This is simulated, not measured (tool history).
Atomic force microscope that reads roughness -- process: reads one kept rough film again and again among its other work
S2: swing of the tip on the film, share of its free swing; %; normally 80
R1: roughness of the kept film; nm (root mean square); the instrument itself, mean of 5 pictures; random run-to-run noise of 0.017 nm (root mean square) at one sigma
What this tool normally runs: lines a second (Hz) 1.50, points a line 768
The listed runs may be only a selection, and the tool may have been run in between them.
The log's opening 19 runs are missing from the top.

{"day": 42.238, "done": "new tip fitted"}
{"run": 20, "day": 43.75, "lines a second (Hz)": 0.59, "S2": 67, "points a line": 358, "R1": 4.442}
{"day": 44.854, "done": "new tip fitted"}
{"run": 21, "day": 45.525, "lines a second (Hz)": 0.94, "S2": 81, "points a line": 768, "R1": 4.354}
{"day": 47.279, "done": "height scale calibrated on a step standard, once more"}
{"run": 22, "day": 47.279, "lines a second (Hz)": 0.94, "S2": 81, "points a line": 768, "R1": 3.989}
{"day": 47.467, "done": "new tip fitted"}
{"day": 50.133, "done": "new tip fitted"}
{"run": 23, "day": 50.333, "lines a second (Hz)": 1.27, "S2": 59, "points a line": 742, "R1": 4.499}
{"day": 52.679, "done": "new tip fitted"}
{"run": 24, "day": 53.408, "lines a second (Hz)": 2.17, "S2": 75, "points a line": 768, "R1": 4.08}
{"run": 25, "day": 54.871, "lines a second (Hz)": 2.45, "S2": 77, "points a line": 500, "R1": 3.778}
{"day": 55.138, "done": "new tip fitted"}
{"day": 57.6, "done": "new tip fitted"}
{"run": 26, "day": 57.6, "lines a second (Hz)": 2.45, "S2": 68, "points a line": 500, "R1": 4.285}
{"day": 60.175, "done": "new tip fitted"}
{"run": 27, "day": 60.196, "lines a second (Hz)": 1.47, "S2": 80, "points a line": 1023, "R1": 4.237}
{"run": 28, "day": 61.7, "lines a second (Hz)": 1.47, "S2": 80, "points a line": 1023, "R1": 4.002}
{"day": 62.729, "done": "new tip fitted"}
{"run": 29, "day": 64.467, "lines a second (Hz)": 0.82, "S2": 71, "points a line": 1007, "R1": 4.189}
{"day": 65.183, "done": "new tip fitted"}
{"run": 30, "day": 66.892, "lines a second (Hz)": 0.82, "S2": 70, "points a line": 545, "R1": 4.208}
{"day": 67.75, "done": "new tip fitted"}
{"run": 31, "day": 68.329, "lines a second (Hz)": 1.01, "S2": 80, "points a line": 313, "R1": 4.277}
{"day": 70.254, "done": "new tip fitted"}
{"run": 32, "day": 70.617, "lines a second (Hz)": 3.12, "S2": 60, "points a line": 764, "R1": 4.333}
{"run": 33, "day": 72.15, "lines a second (Hz)": 1.97, "S2": 60, "points a line": 584, "R1": 4.204}

Consider 3 possible next runs. They are alternatives, not a sequence: every one starts from the tool as it was left by run 33. What does each give?
{"day": 72.854, "done": "new tip fitted"}
{"day": 75.371, "done": "new tip fitted"}
{"run": "A", "day": 75.375, "lines a second (Hz)": 1.5, "S2": 80, "points a line": 272, "R1": "?"}
{"day": 72.854, "done": "new tip fitted"}
{"day": 75.371, "done": "new tip fitted"}
{"run": "B", "day": 75.375, "lines a second (Hz)": 2.34, "S2": 85, "points a line": 531, "R1": "?"}
{"day": 72.854, "done": "new tip fitted"}
{"day": 75.371, "done": "new tip fitted"}
{"run": "C", "day": 75.375, "lines a second (Hz)": 3.59, "S2": 69, "points a line": 921, "R1": "?"}

run=A R1=4.211
run=B R1=3.928
run=C R1=4.159
With the hidden condition removed and each run's random variation left untouched, the same runs would have given:
run=A R1=4.197
run=B R1=3.915
run=C R1=4.146

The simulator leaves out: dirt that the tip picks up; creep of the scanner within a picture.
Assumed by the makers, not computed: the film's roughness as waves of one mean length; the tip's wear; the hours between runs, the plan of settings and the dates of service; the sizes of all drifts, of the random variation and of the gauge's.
